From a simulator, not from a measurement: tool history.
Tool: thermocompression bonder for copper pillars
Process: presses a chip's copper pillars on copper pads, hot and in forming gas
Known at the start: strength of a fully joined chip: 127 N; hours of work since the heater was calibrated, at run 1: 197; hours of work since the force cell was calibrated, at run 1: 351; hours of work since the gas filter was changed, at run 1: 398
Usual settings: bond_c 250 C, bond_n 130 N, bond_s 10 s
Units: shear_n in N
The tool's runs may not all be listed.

run   hour  bond_c  bond_n  bond_s  hours of work since the heater was calibrated  hours of work since the force cell was calibrated  hours of work since the gas filter was changed  shear_n
  1    0.0     250     130      10                                            197                                                351                                             398     67.1
  2   15.3     250     130      10                                            205                                                360                                             407     65.0
  3   30.5     250     130      10                                            213                                                368                                             415     66.0
  4   44.9     250     130      10                                            221                                                376                                             423     65.2
  5   56.9     250     130      10                                            228                                                383                                             430     65.7
  6   75.7     250     130      10                                            238                                                393                                             440     66.3
  7   94.0     250     130      10                                            248                                                403                                             450     64.8
  8  105.6     250     130      10                                            254                                                409                                             456     63.7
  9  121.3     250     130      10                                            263                                                418                                             465     64.9
 10  130.9     250     130      11                                            268                                                423                                             470     66.1
 11  149.8     250     130      11                                            279                                                433                                             481     66.5
     159.6  -- forming gas filter changed
 12  161.5     236     130      10                                            285                                                440                                               1     62.5
 13  175.0     250     130      18                                            292                                                447                                               8     84.5
 14  194.0     250     130      10                                            303                                                457                                              19     72.3
 15  208.7     250     130      10                                            311                                                466                                              27     70.2
 16  226.1     257     130      10                                            320                                                475                                              36     76.2
 17  243.7     257     130      10                                            330                                                485                                              46     75.4
 18  252.7     257     106      10                                            335                                                490                                              51     65.6
 19  270.6     257     106      10                                            345                                                499                                              61     63.6
 20  285.3     257     106      10                                            353                                                508                                              69     64.2
 21  302.7     257     138      10                                            362                                                517                                              78     78.8
 22  311.5     250     118       7                                            367                                                522                                              83     55.7
 23  321.5     262     133      18                                            373                                                527                                              89     92.3
 24  331.2     250     130       8                                            378                                                533                                              94     64.5
 25  351.9     250     130       8                                            389                                                544                                             105     62.3
 26  372.1     266     130      18                                            400                                                555                                             117     93.4
 27  381.5     243      79      18                                            405                                                560                                             122     49.7
 28  393.7     253     140      22                                            412                                                567                                             128     92.3
 29  414.4     250     103       7                                            423                                                578                                             140     48.3
 30  429.7     250     103       7                                            432                                                587                                             148     49.2
 31  439.5     251     130      17                                            437                                                592                                             153     80.7
 32  449.9     251     130      17                                            443                                                598                                             159     80.4
 33  466.8     240      87       8                                            452                                                607                                             168     37.0
 34  478.2     268      87      15                                            458                                                613                                             175     66.3
 35  496.7     250     107      26                                            469                                                623                                             185     76.8
 36  515.0     250     107      26                                            479                                                633                                             195     76.6
 37  530.6     234      90      10                                            487                                                642                                             203     37.9
 38  548.4     234     105      11                                            497                                                652                                             213     45.7
 39  559.5     234     105      11                                            503                                                658                                             219     45.6

Some steps in shear_n between neighbouring runs. How much of each would the tool show without its hidden state too (settings, what came in, random variation), and how much is left for the hidden state, with any gauge scatter that isn't in both results?
The hidden state here: true temperature of the bond over the reading, C; force that reaches the chip, % of what is set; oxide that the forming gas leaves, % of the face; drift of the gauge itself on shear_n, %.
Run 11 -> 12: bond_c 250 -> 236, bond_s 11 -> 10, forming gas filter changed. shear_n -4.0 N: hidden state +8.7, all else -12.7.
Run 26 -> 27: bond_c 266 -> 243, bond_n 130 -> 79. shear_n -43.7 N: hidden state +1.2, all else -44.9.
Run 28 -> 29: bond_c 253 -> 250, bond_n 140 -> 103, bond_s 22 -> 7. shear_n -44.0 N: hidden state +1.5, all else -45.5.
Run 32 -> 33: bond_c 251 -> 240, bond_n 130 -> 87, bond_s 17 -> 8. shear_n -43.4 N: hidden state +3.2, all else -46.6.
Run 36 -> 37: bond_c 250 -> 234, bond_n 107 -> 90, bond_s 26 -> 10. shear_n -38.7 N: hidden state +3.3, all else -42.0.
